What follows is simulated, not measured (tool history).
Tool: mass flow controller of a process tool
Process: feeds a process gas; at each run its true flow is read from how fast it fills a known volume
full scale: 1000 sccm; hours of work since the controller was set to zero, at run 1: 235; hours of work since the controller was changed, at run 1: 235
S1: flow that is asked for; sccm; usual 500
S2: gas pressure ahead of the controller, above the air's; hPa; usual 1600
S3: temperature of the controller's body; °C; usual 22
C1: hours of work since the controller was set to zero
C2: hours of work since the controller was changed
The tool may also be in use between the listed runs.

Run 1, day 0.000: usual settings; C1 235; C2 235. Result: true flow (%) 97.89.
Run 2, day 2.012: usual settings; C1 267; C2 267. Result: true flow (%) 97.98.
Run 3, day 4.412: usual settings; C1 305; C2 305. Result: true flow (%) 97.89.
Run 4, day 6.029: usual settings but S2 2690 hPa; C1 330; C2 330. Result: true flow (%) 97.26.
Run 5, day 9.429: usual settings but S2 1640 hPa; C1 384; C2 384. Result: true flow (%) 97.89.
Run 6, day 11.542: usual settings but S3 24 °C; C1 418; C2 418. Result: true flow (%) 98.17.
Run 7, day 13.150: usual settings but S1 734 sccm, S3 24 °C; C1 443; C2 443. Result: true flow (%) 98.94.
Run 8, day 16.229: usual settings but S1 734 sccm, S3 24 °C; C1 492; C2 492. Result: true flow (%) 98.89.
Run 9, day 19.542: usual settings but S1 734 sccm, S3 24 °C; C1 544; C2 544. Result: true flow (%) 99.12.
Run 10, day 21.429: usual settings but S1 213 sccm, S2 2570 hPa; C1 574; C2 574. Result: true flow (%) 96.26.
Run 11, day 24.183: usual settings but S1 213 sccm, S2 2570 hPa; C1 618; C2 618. Result: true flow (%) 96.30.
Run 12, day 27.058: usual settings but S1 213 sccm, S2 2570 hPa; C1 663; C2 663. Result: true flow (%) 96.33.
Run 13, day 30.062: usual settings but S1 560 sccm, S2 2280 hPa; C1 710; C2 710. Result: true flow (%) 97.90.
Run 14, day 31.946: usual settings but S1 120 sccm, S3 31 °C; C1 740; C2 740. Result: true flow (%) 97.15.

The same runs without the tool's hidden state, with the same run-to-run variation:
The hidden state here: flow at rest that the sensor doesn't see, % of full scale; true flow over the shown one, %; drift of the gauge itself on true_pct, %.
run  true flow (%)
  1          98.36
  2          98.44
  3          98.34
  4          97.70
  5          98.32
  6          98.59
  7          99.31
  8          99.25
  9          99.46
 10          96.84
 11          96.87
 12          96.90
 13          98.23
 14          98.01
